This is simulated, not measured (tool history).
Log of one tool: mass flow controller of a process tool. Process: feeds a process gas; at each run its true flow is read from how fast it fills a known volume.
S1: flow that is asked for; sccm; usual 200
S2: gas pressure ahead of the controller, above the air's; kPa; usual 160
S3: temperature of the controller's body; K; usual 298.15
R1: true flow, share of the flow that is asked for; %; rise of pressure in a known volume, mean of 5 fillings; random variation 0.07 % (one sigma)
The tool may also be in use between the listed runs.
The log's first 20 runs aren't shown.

{"run": 21, "day": 114.617, "S1": 58, "S2": 160, "S3": 305.15, "R1": 98.98}
{"run": 22, "day": 121.625, "S1": 58, "S2": 149, "S3": 299.15, "R1": 98.42}
{"run": 23, "day": 127.688, "S1": 362, "S2": 263, "S3": 296.15, "R1": 98.65}
{"run": 24, "day": 131.767, "S1": 362, "S2": 263, "S3": 296.15, "R1": 98.6}
{"run": 25, "day": 137.212, "S1": 50, "S2": 145, "S3": 299.15, "R1": 98.48}
{"run": 26, "day": 141.833, "S1": 117, "S2": 160, "S3": 298.15, "R1": 98.43}
{"run": 27, "day": 146.108, "S1": 234, "S2": 280, "S3": 298.15, "R1": 98.21}
{"run": 28, "day": 152.471, "S1": 234, "S2": 280, "S3": 298.15, "R1": 98.19}
{"run": 29, "day": 157.908, "S1": 234, "S2": 280, "S3": 298.15, "R1": 98.27}
{"run": 30, "day": 161.533, "S1": 200, "S2": 253, "S3": 309.15, "R1": 99.5}
{"run": 31, "day": 168.733, "S1": 88, "S2": 141, "S3": 298.15, "R1": 98.47}
{"run": 32, "day": 175.55, "S1": 204, "S2": 141, "S3": 303.15, "R1": 99.64}
{"run": 33, "day": 181.429, "S1": 204, "S2": 141, "S3": 303.15, "R1": 99.57}
{"run": 34, "day": 186.571, "S1": 230, "S2": 271, "S3": 297.15, "R1": 98.19}

3 ways to go on from here, each from the tool as it stands after run 34. What would each give?
{"run": "A", "day": 193.583, "S1": 230, "S2": 271, "S3": 303.15, "R1": "?"}
{"run": "B", "day": 193.583, "S1": 175, "S2": 203, "S3": 295.15, "R1": "?"}
{"run": "C", "day": 193.583, "S1": 317, "S2": 157, "S3": 297.15, "R1": "?"}

run=A R1=98.75
run=B R1=98.08
run=C R1=99.22
Without the tool's hidden state the same runs would have given:
run=A R1=98.74
run=B R1=98.08
run=C R1=99.22

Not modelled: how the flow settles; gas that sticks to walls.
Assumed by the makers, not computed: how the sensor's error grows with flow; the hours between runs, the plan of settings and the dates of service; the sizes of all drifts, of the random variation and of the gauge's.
